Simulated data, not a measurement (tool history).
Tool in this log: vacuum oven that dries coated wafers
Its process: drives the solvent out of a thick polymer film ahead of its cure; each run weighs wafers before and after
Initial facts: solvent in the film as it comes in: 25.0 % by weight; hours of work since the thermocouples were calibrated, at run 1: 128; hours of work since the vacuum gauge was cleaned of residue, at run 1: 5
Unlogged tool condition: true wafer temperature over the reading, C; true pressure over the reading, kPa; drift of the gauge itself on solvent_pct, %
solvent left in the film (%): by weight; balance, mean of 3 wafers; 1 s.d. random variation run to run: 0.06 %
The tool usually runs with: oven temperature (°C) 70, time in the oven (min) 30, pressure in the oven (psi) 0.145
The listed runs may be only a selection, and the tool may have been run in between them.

run,hour,oven temperature (°C),time in the oven (min),pressure in the oven (psi),hours of work since the thermocouples were calibrated,hours of work since the vacuum gauge was cleaned of residue,solvent left in the film (%)
1,0.0,70,30,0.145,128,5,5.79
2,5.7,70,30,0.145,132,9,5.82
3,13.4,70,30,0.145,138,14,5.77
4,20.1,70,30,0.145,142,19,5.81
5,32.4,70,30,0.145,151,27,5.72
6,42.6,70,30,0.106,158,34,5.80
7,48.2,70,30,0.145,162,38,5.86
8,55.8,70,30,0.323,167,44,6.46
9,64.9,70,30,0.323,173,50,6.41
10,75.4,70,30,0.323,181,57,6.46
11,86.6,70,30,0.323,189,65,6.54
12,91.8,70,30,0.323,192,69,6.50
13,104.5,70,30,0.145,201,78,5.89
14,113.7,70,30,0.145,208,84,5.74
15,122.0,70,30,0.145,213,90,5.91
16,132.4,70,30,0.145,220,97,5.88
17,145.2,70,24,0.145,229,106,7.35
18,152.3,70,30,0.145,234,111,5.83
19,160.3,69,28,0.260,240,116,7.18
20,167.6,75,30,0.145,245,121,3.66
21,180.4,75,30,0.091,254,130,3.42
22,186.8,65,28,0.247,258,135,9.47
23,195.0,65,28,0.247,264,141,9.27
24,202.5,65,28,0.247,269,146,9.40
25,208.3,70,19,0.131,273,150,9.19
26,214.5,70,54,0.480,278,154,3.91
27,223.2,70,54,0.480,284,160,3.91
28,235.7,83,23,0.264,293,169,2.53
29,241.8,83,23,0.264,297,173,2.47
30,247.3,61,23,0.264,301,177,12.94
31,253.1,64,43,0.242,305,181,6.88
32,264.4,83,39,0.168,313,189,0.81
33,273.2,71,30,0.086,319,195,5.20
34,284.4,71,30,0.086,326,203,5.26
35,297.0,71,30,0.086,335,212,5.22

What if the next run were any one of these 3? Each begins from the tool's condition after run 35:
A,306.2,68,30,0.207,342,218,?
B,306.2,61,18,0.136,342,218,?
C,306.2,64,23,0.445,342,218,?

run,solvent left in the film (%)
A,7.10
B,13.79
C,11.87
Stripped of hidden state, with their random variation kept, the same runs would have yielded:
run,solvent left in the film (%)
A,6.76
B,13.51
C,11.53
